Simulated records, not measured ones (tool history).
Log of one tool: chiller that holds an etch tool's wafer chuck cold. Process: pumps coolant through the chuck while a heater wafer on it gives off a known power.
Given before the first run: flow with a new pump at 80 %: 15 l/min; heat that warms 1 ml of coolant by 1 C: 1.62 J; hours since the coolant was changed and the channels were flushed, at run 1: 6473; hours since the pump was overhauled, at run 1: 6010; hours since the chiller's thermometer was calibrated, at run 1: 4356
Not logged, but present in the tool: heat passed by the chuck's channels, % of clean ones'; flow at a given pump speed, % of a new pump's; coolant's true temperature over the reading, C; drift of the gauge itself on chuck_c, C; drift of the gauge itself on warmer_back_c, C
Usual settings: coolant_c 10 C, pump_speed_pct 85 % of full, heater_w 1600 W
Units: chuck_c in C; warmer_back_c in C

run    hour  coolant_c  pump_speed_pct  heater_w  hours since the coolant was changed and the channels were flushed  hours since the pump was overhauled  hours since the chiller's thermometer was calibrated  chuck_c  warmer_back_c
  1       0         10              85      1600                                                               6473                                 6010                                                  4356     20.9           4.05
  2    90.4         10              85      1600                                                               6564                                 6101                                                  4446       21            4.1
  3   194.2         10              85      1600                                                               6668                                 6205                                                  4550       21           4.11
  4   321.9         10              85      1600                                                               6795                                 6332                                                  4678     20.9           4.14
  5   451.3         10              85      1600                                                               6925                                 6462                                                  4807       21           4.12
  6   523.5          9              85      1600                                                               6997                                 6534                                                  4879     19.9           4.14
  7   652.2         10              85      1600                                                               7126                                 6663                                                  5008     21.1           4.14
  8   756.7          7              85      1600                                                               7230                                 6767                                                  5112     18.2           4.14
  9   909.4         10              85      1600                                                               7383                                 6920                                                  5265     21.3           4.13
 10   983.5         13              85      1600                                                               7457                                 6994                                                  5339       24           4.17
     1044.9  -- chiller's thermometer calibrated
 11  1082.6         10              85      1600                                                               7555                                 7092                                                    38     21.5           4.15
 12  1215.6         10              85      1600                                                               7688                                 7225                                                   171     21.9           4.12
 13  1348.8         10              85      1600                                                               7821                                 7358                                                   304     21.7           4.16
 14  1486.5         10              85      1600                                                               7959                                 7496                                                   442     21.8            4.2
 15  1605.7          2              85      1600                                                               8078                                 7615                                                   561     13.8           4.16
 16  1748.9          2              85      1600                                                               8221                                 7758                                                   704     13.9            4.2
 17  1902.8         10              68      2122                                                               8375                                 7912                                                   858     28.7           7.23
 18    2018         10              68      2122                                                               8490                                 8027                                                   973     28.7           7.15
 19  2132.9         13              75      2241                                                               8605                                 8142                                                  1088     31.4           6.75
 20  2232.6         10              91      1617                                                               8705                                 8242                                                  1188     21.5           3.92
 21    2328          2              91      1617                                                               8800                                 8337                                                  1283     13.4           3.89

Forecast run 22:
     2350.7  -- coolant changed, channels flushed
 22  2418.3         18              94      1715                                                                 68                                 8422                                                  1367        ?              ?

For run 22 the tool returned chuck_c 27.8 C, warmer_back_c 4.07 C.
Without the tool's hidden state the same run would have given chuck_c 27 C, warmer_back_c 3.53 C.
